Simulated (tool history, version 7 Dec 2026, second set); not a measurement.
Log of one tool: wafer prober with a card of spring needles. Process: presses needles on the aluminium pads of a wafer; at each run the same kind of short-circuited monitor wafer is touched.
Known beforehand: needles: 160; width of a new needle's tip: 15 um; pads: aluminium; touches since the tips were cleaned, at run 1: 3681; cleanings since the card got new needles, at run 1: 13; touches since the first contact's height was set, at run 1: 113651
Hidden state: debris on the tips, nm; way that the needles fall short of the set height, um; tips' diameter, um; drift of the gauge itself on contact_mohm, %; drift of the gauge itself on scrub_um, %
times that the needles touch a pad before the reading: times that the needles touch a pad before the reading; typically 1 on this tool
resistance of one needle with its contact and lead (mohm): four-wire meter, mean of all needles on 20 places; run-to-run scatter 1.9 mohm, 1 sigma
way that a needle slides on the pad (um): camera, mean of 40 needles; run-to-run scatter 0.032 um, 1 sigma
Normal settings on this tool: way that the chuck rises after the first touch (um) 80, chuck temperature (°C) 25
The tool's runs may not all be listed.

run,hour,way that the chuck rises after the first touch (um),chuck temperature (°C),times that the needles touch a pad before the reading,touches since the tips were cleaned,cleanings since the card got new needles,touches since the first contact's height was set,resistance of one needle with its contact and lead (mohm),way that a needle slides on the pad (um)
1,0,80,25,1,3681,13,113651,202,12.06
2,8.5,80,25,1,7406,13,117376,202,12.13
# hour 9.6: tips cleaned on abrasive film
3,15.3,80,25,1,2477,14,120314,200,12.17
4,20.1,65,25,1,4605,14,122442,204,9.84
5,23.9,65,25,3,6283,14,124120,202,9.85
# hour 28.1: tips cleaned on abrasive film
6,28.4,80,25,1,142,15,126029,204,12.18
7,33.5,80,25,1,2367,15,128254,198,12.17
8,38.2,80,25,1,4434,15,130321,201,12.19
9,43.5,80,25,1,6772,15,132659,202,12.19
# hour 46.6: tips cleaned on abrasive film
10,48.1,80,25,1,631,16,134622,199,12.21
11,57.3,80,25,1,4680,16,138671,201,12.19
12,64.2,80,25,1,7732,16,141723,201,12.26
# hour 65: tips cleaned on abrasive film
13,71.1,90,25,1,2652,17,144677,200,13.77
14,76.1,90,25,1,4859,17,146884,203,13.79
15,82.7,90,25,1,7771,17,149796,200,13.85
# hour 83.4: tips cleaned on abrasive film
16,87.6,75,25,1,1838,18,151884,204,11.55

Predict the results of run 17:
17,94.1,61,32,2,4718,18,154764,?,?

resistance of one needle with its contact and lead (mohm): 204
way that a needle slides on the pad (um): 9.33
Were there no unlogged condition in the tool, this run, its random variation unchanged, would have produced resistance of one needle with its contact and lead (mohm) 203, way that a needle slides on the pad (um) 9.17.

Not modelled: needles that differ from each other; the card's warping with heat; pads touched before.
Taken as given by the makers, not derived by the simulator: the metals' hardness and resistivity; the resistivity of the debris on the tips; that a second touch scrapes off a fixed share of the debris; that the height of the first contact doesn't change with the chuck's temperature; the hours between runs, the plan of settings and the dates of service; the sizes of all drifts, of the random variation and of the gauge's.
